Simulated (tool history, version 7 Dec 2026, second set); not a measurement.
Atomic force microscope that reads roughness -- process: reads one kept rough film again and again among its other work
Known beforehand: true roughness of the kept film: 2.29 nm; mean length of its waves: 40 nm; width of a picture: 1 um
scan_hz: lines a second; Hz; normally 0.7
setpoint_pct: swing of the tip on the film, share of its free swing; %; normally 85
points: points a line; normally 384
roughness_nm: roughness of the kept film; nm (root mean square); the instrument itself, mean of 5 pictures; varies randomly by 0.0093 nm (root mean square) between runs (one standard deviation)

run     day  scan_hz  setpoint_pct  points  roughness_nm
  1       0      0.7            85     384         2.079
  2   1.492      0.7            68     384          2.01
  3   2.892      0.7            68     384         1.966
  4    4.15    2.342            85     384         1.705
  5   5.971      0.7            85     300         1.992
  6   7.758      0.7            85     300         1.899
  7   9.596      0.7            82     822         2.065
  8  10.825    1.186            80     429         1.968
  9  11.904    1.186            80     429         1.891
 10  13.012    1.186            80     429         1.837

Not shown here: 2 entries made in the log between runs. Locate each between two listed runs and compare the hidden state at the listed run before it with the hidden state at the listed run after it:
In the gap between runs 4 and 5: new tip fitted (day 4.496)
  radius of the tip, nm: 31.7 -> 15.4; height scale over the true one, %: -0.73 -> -0.75
  difference, measured minus the result without the unlogged condition, roughness_nm: -0.243 -> -0.106 nm (root mean square)
In the gap between runs 6 and 7: new tip fitted (day 9.254)
  radius of the tip, nm: 25 -> 9.9; height scale over the true one, %: -0.78 -> -0.8
  difference, measured minus the result without the unlogged condition, roughness_nm: -0.202 -> -0.05 nm (root mean square)
